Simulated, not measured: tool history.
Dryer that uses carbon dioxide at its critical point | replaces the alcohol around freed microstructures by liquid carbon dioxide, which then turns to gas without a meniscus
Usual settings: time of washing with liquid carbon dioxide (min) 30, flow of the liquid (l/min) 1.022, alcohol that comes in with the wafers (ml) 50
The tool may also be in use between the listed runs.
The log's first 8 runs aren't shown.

run,hour,time of washing with liquid carbon dioxide (min),flow of the liquid (l/min),alcohol that comes in with the wafers (ml),alcohol left in the vessel before it's heated (ppm by volume)
9,80.5,30,1.022,50,114
10,91.2,30,1.022,50,100
11,103.3,30,1.022,50,113
12,110.9,30,1.022,50,110
13,116.5,30,1.022,50,109
14,125.1,30,1.022,50,110
15,136.1,30,1.022,50,114
16,141.6,30,1.022,50,112

Forecast run 17:
17,148,30,1.022,50,?

alcohol left in the vessel before it's heated (ppm by volume): 113
Without the tool's hidden state the same run would have given alcohol left in the vessel before it's heated (ppm by volume) 50.
